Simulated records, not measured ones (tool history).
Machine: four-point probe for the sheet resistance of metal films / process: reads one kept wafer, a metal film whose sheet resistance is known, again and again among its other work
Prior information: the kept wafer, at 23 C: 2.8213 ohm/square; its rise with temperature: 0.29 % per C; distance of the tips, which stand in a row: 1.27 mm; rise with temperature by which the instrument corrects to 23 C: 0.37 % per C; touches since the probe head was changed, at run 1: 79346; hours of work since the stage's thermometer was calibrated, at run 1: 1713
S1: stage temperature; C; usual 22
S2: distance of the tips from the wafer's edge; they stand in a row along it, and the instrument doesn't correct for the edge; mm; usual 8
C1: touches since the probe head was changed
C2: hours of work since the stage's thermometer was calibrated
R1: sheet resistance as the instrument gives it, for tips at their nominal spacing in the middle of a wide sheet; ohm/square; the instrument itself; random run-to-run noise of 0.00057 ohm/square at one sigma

run,hour,S1,S2,C1,C2,R1
1,0,22,8,79346,1713,2.861351
2,34,22,8,81241,1738,2.861184
3,73.3,30,8,83427,1767,2.843383
4,99,30,8,84858,1786,2.844521
5,132.5,22,8,86722,1810,2.862765
6,173.3,22,13,88994,1840,2.838114
7,197.1,22,13,90318,1858,2.838069
8,245.5,22,8,93016,1893,2.861735
9,271.8,22,8,94480,1912,2.862498
10,317.1,22,8,97000,1946,2.862933
11,338.6,22,8,98200,1961,2.861168
12,387.5,22,8,100921,1997,2.862202
13,411,22,8,102232,2014,2.86095
14,451.8,22,8,104501,2044,2.86144
15,488.3,22,8,106532,2071,2.8634
16,529.7,22,8,108837,2101,2.862543
17,560.7,22,8,110567,2124,2.861354
18,584.9,22,8,111912,2142,2.862107
19,608.8,22,3,113244,2159,3.070671
20,651.1,22,3,115600,2190,3.070211
21,703.5,20,11,118513,2229,2.847561
22,729,20,11,119935,2247,2.848764
23,778.9,19,3,122713,2284,3.078118
24,803.7,27,72,124092,2302,2.813114
25,845.3,33,37,126409,2333,2.80213
26,879.5,33,37,128314,2358,2.802155
27,915.2,24,72,130305,2384,2.819259
28,937.9,24,72,131563,2401,2.819229
29,965.8,19,4,133122,2421,2.97502
30,1009.9,19,4,135573,2453,2.976015
31,1058.2,20,30,138266,2489,2.831675

4 options for the next run, each taken on its own from the tool as it stands now. Forecast them:
A,1084,25,6,139701,2508,?
B,1084,32,31,139701,2508,?
C,1084,35,30,139701,2508,?
D,1084,27,13,139701,2508,?

run,R1
A,2.884056
B,2.805376
C,2.800083
D,2.827914
The same runs, with their run-to-run variation unchanged, on a tool lacking any hidden condition would have given:
run,R1
A,2.883607
B,2.804941
C,2.799648
D,2.827474
